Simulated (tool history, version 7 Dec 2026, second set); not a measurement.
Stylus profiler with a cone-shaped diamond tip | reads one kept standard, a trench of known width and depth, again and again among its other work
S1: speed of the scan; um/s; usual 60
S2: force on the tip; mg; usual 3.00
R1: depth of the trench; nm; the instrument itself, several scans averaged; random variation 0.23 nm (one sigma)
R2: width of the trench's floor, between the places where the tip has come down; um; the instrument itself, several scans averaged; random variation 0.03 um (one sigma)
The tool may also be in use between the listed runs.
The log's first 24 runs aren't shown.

run	hour	S1	S2	R1	R2
25	1854.6	37	7.08	1021.47	15.96
26	1928.1	221	1.02	1005.60	15.27
27	2017.7	221	1.02	1005.60	15.26
28	2076.5	20	1.16	1006.40	15.90
29	2145.9	131	6.66	1020.79	15.83
30	2190.2	17	6.34	1019.84	15.94
31	2247.7	17	1.48	1007.40	15.93
32	2328.3	17	1.48	1007.86	15.90

3 ways to go on from here, each from the tool as it stands after run 32. What would each give?
A	2385.0	41	3.00	?	?
B	2385.0	35	8.59	?	?
C	2385.0	43	8.26	?	?

run	R1	R2
A	1011.93	15.88
B	1024.09	15.96
C	1023.49	15.94
Without the tool's hidden state the same runs would have given:
run	R1	R2
A	1011.95	15.89
B	1024.11	15.97
C	1023.51	15.95
